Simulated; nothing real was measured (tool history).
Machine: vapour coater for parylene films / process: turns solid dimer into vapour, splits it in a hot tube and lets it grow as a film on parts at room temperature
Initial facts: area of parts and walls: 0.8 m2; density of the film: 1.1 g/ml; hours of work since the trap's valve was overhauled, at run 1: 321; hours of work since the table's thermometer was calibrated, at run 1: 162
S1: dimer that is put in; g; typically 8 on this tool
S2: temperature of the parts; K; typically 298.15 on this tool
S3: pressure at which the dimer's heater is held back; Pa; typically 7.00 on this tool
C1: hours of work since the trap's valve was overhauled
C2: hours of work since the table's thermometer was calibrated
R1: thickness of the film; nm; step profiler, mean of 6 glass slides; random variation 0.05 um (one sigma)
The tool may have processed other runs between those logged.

run 1 hour=0.0 | S1=8 S2=298.15 S3=7.00 | C1=321 C2=162 | R1=5880
run 2 hour=7.3 | S1=8 S2=298.15 S3=7.00 | C1=325 C2=166 | R1=5930
run 3 hour=20.8 | S1=8 S2=298.15 S3=7.00 | C1=332 C2=174 | R1=5900
run 4 hour=31.3 | S1=8 S2=298.15 S3=7.00 | C1=338 C2=179 | R1=5920
run 5 hour=44.7 | S1=8 S2=298.15 S3=7.00 | C1=346 C2=187 | R1=5830
run 6 hour=56.0 | S1=8 S2=298.15 S3=7.00 | C1=352 C2=193 | R1=5830
run 7 hour=68.0 | S1=8 S2=298.15 S3=7.00 | C1=358 C2=199 | R1=5860
run 8 hour=77.0 | S1=8 S2=298.15 S3=7.00 | C1=363 C2=204 | R1=5900
run 9 hour=90.1 | S1=8 S2=298.15 S3=7.00 | C1=370 C2=211 | R1=5860
-- hour=97.5 trap's valve overhauled
run 10 hour=108.4 | S1=8 S2=298.15 S3=7.00 | C1=6 C2=219 | R1=6140
run 11 hour=123.8 | S1=8 S2=298.15 S3=7.64 | C1=14 C2=228 | R1=6030
run 12 hour=133.0 | S1=8 S2=298.15 S3=7.64 | C1=19 C2=233 | R1=6080
run 13 hour=145.8 | S1=8 S2=292.15 S3=7.00 | C1=26 C2=239 | R1=7940
run 14 hour=156.4 | S1=11 S2=292.15 S3=7.00 | C1=32 C2=245 | R1=10810
run 15 hour=170.1 | S1=11 S2=307.15 S3=7.00 | C1=40 C2=253 | R1=5890
run 16 hour=181.4 | S1=6 S2=304.15 S3=3.47 | C1=46 C2=259 | R1=3910

For run 17, what comes out?
run 17 hour=189.1 | S1=6 S2=304.15 S3=3.47 | C1=50 C2=263 | R1=?

Run 17 measured R1 3910 nm.
Were there no unlogged condition in the tool, this run, its random variation unchanged, would have produced R1 3920 nm.

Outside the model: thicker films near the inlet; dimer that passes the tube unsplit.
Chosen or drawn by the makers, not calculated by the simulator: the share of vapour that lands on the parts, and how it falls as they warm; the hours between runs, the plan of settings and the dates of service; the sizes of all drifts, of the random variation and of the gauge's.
